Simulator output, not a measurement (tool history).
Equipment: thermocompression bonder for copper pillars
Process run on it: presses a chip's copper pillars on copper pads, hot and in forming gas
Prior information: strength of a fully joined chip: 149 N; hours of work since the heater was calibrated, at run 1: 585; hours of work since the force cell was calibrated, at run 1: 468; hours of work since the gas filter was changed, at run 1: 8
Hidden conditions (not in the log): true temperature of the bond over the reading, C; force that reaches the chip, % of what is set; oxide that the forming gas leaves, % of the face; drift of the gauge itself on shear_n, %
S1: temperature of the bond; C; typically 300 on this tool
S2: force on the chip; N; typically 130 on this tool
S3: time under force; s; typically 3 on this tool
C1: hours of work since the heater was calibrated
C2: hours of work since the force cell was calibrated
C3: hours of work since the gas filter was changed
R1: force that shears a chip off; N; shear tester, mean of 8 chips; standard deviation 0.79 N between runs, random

run   hour   S1   S2  S3   C1   C2   C3    R1
  1      0  300  130   3  585  468    8  66.1
  2   63.9  300  130   4  617  500   40  73.8
  3   91.7  300  130   4  630  514   54  73.7
     114.3  -- heater calibrated with a thermocouple chip
  4  144.3  300  130   4   15  539   79  63.7
  5  209.1  300  130   4   47  571  111  63.6
  6  251.2  300   92   3   68  592  132  38.8
  7  312.1  300   92   3   98  623  163  38.2
  8  358.3  300  130   6  121  646  186  74.6
  9  414.8  300  147   3  150  674  214  62.5
     457.6  -- forming gas filter changed
 10  470.1  300  147   3  177  701    6  70.2
 11  527.2  300  147   3  205  730   35  68.2
     534.2  -- force cell calibrated
 12  589.2  300  159   3  235   27   65  72.4
 13  618.6  305  173   3  250   42   79    81
 14  679.6  300  130   3  280   72  110  57.7
     707.5  -- force cell calibrated, once more
 15  738.8  300  130   2  309   16  139  53.7
 16  767.5  305  130   2  324   30  153  56.6
 17  802.2  305  130   2  341   47  170  56.5

Alternative continuations, all from the tool just after run 17; predict every row:
  A  857.7  305  130   4  368  75  198   ?
  B  857.7  300  130   9  368  75  198   ?
  C  857.7  324  148   3  368  75  198   ?
  D  857.7  281  188   3  368  75  198   ?

run    R1
  A    71
  B  90.1
  C  86.2
  D  74.9
Without the tool's unlogged condition, the same runs would have read:
run    R1
  A  70.1
  B  89.7
  C  86.1
  D  73.6
